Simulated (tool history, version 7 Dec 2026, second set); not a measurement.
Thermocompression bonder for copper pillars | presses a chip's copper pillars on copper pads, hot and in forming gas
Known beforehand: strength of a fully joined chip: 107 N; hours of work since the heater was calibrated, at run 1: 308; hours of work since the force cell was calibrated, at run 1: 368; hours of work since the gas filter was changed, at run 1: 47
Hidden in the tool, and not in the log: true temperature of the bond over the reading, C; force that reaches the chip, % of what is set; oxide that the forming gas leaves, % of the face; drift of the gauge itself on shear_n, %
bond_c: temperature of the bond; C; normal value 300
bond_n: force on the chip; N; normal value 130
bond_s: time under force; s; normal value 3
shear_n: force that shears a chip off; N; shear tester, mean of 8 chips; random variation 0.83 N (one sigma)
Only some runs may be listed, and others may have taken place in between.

| run | hour | bond_c | bond_n | bond_s | hours of work since the heater was calibrated | hours of work since the force cell was calibrated | hours of work since the gas filter was changed | shear_n |
|---|---|---|---|---|---|---|---|---|
| 1 | 0 | 300 | 130 | 3 | 308 | 368 | 47 | 68.7 |
| 2 | 14.4 | 300 | 130 | 3 | 317 | 378 | 57 | 66.9 |
| 3 | 24 | 300 | 130 | 3 | 323 | 384 | 63 | 68 |
| 4 | 33.4 | 300 | 130 | 3 | 329 | 390 | 69 | 68.9 |
| 5 | 47.9 | 300 | 130 | 3 | 339 | 400 | 79 | 65.8 |
| 6 | 55.7 | 300 | 130 | 3 | 344 | 405 | 84 | 67.2 |
| 7 | 62.7 | 300 | 130 | 3 | 349 | 409 | 88 | 67.8 |
| 8 | 72.1 | 300 | 130 | 3 | 355 | 415 | 94 | 65.9 |
| 9 | 84.6 | 300 | 130 | 3 | 363 | 424 | 103 | 66.7 |
| 10 | 92.1 | 300 | 130 | 3 | 368 | 428 | 108 | 65.4 |
| 11 | 107.2 | 300 | 130 | 3 | 378 | 438 | 117 | 66.2 |
|  | 114.1 | forming gas filter changed |
| 12 | 119.1 | 279 | 130 | 3 | 385 | 446 | 3 | 57.7 |
| 13 | 131.5 | 279 | 130 | 3 | 393 | 454 | 11 | 56.3 |
| 14 | 146.5 | 279 | 130 | 3 | 403 | 464 | 21 | 55.8 |
| 15 | 159.9 | 300 | 130 | 4 | 412 | 472 | 30 | 77 |
| 16 | 168.2 | 300 | 130 | 4 | 417 | 478 | 35 | 74.9 |
| 17 | 175 | 300 | 130 | 3 | 422 | 482 | 40 | 69 |
| 18 | 181.7 | 300 | 130 | 8 | 426 | 487 | 44 | 86.9 |
| 19 | 190.9 | 300 | 130 | 8 | 432 | 493 | 50 | 85.8 |
| 20 | 202.2 | 300 | 130 | 8 | 439 | 500 | 58 | 86.9 |
| 21 | 214.5 | 300 | 130 | 8 | 447 | 508 | 66 | 87 |
| 22 | 222 | 281 | 84 | 8 | 452 | 513 | 71 | 50 |
| 23 | 233.6 | 303 | 106 | 8 | 460 | 521 | 78 | 76.4 |
| 24 | 248.1 | 293 | 175 | 4 | 469 | 530 | 88 | 84.6 |
| 25 | 260.3 | 293 | 175 | 4 | 477 | 538 | 96 | 85.3 |
| 26 | 268.4 | 321 | 130 | 2 | 483 | 543 | 101 | 72.3 |
| 27 | 276.2 | 302 | 180 | 2 | 488 | 548 | 106 | 78.4 |
| 28 | 288.5 | 288 | 130 | 3 | 496 | 556 | 114 | 58.5 |
| 29 | 299.4 | 288 | 130 | 3 | 503 | 564 | 121 | 60.2 |
|  | 301 | forming gas filter changed |
| 30 | 308.6 | 300 | 146 | 9 | 509 | 569 | 5 | 94.7 |
| 31 | 321.7 | 300 | 146 | 9 | 517 | 578 | 14 | 96.7 |
| 32 | 333.8 | 300 | 146 | 9 | 525 | 586 | 21 | 96.4 |
| 33 | 348.4 | 300 | 146 | 9 | 535 | 595 | 31 | 95.2 |
| 34 | 360.7 | 300 | 118 | 3 | 543 | 603 | 39 | 64.7 |
| 35 | 369.1 | 303 | 130 | 5 | 548 | 609 | 44 | 82.4 |
| 36 | 376.7 | 303 | 130 | 5 | 553 | 614 | 49 | 81.2 |
| 37 | 389.5 | 308 | 179 | 5 | 561 | 622 | 58 | 95.1 |
| 38 | 399 | 302 | 191 | 8 | 568 | 628 | 64 | 98.2 |
| 39 | 412.5 | 281 | 191 | 6 | 576 | 637 | 73 | 89.2 |
| 40 | 419.6 | 308 | 156 | 4 | 581 | 642 | 77 | 86.9 |
| 41 | 431 | 272 | 120 | 6 | 588 | 649 | 85 | 61.3 |

What if the next run were any one of these 3? Each begins from the tool's condition after run 41:
| A | 445.9 | 289 | 86 | 3 | 598 | 659 | 95 | ? |
| B | 445.9 | 272 | 88 | 6 | 598 | 659 | 95 | ? |
| C | 445.9 | 295 | 87 | 6 | 598 | 659 | 95 | ? |

| run | shear_n |
|---|---|
| A | 40.5 |
| B | 43.6 |
| C | 57.2 |
With the hidden condition removed and each run's random variation left untouched, the same runs would have given:
| run | shear_n |
|---|---|
| A | 37.8 |
| B | 40.6 |
| C | 54.4 |

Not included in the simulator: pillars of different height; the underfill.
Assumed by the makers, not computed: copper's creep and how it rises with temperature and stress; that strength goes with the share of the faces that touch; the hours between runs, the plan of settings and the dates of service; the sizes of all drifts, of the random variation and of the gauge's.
